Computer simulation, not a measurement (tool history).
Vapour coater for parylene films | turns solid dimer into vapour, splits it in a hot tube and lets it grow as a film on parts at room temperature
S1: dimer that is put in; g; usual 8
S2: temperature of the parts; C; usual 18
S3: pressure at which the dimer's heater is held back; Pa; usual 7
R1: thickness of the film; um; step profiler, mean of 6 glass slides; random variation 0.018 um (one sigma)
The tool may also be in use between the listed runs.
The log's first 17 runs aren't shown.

run	hour	S1	S2	S3	R1
18	341.8	8	18	7	2.46
19	355.3	8	18	7	2.46
20	373.3	14	18	7	4.3
21	390.6	8	18	2.69	2.86
22	411.8	8	18	7	2.43
23	431.7	8	18	3.67	2.72
24	449.6	8	18	3.38	2.75
25	473.5	8	18	3.38	2.78
26	487.1	8	18	3.38	2.74
27	499.6	8	18	3.38	2.75
28	511.6	8	28	3.58	2.21
29	527.3	8	28	3.58	2.24
30	548.3	14	18	3.55	4.73
31	562.4	14	18	3.55	4.81
32	579.4	12	25	4.07	3.53

Run 33 comes next. What will it give?
33	593.2	12	25	4.07	?

{"run 33": {"R1": 3.47}}
Without the tool's hidden state the same run would have given R1 3.48 um.

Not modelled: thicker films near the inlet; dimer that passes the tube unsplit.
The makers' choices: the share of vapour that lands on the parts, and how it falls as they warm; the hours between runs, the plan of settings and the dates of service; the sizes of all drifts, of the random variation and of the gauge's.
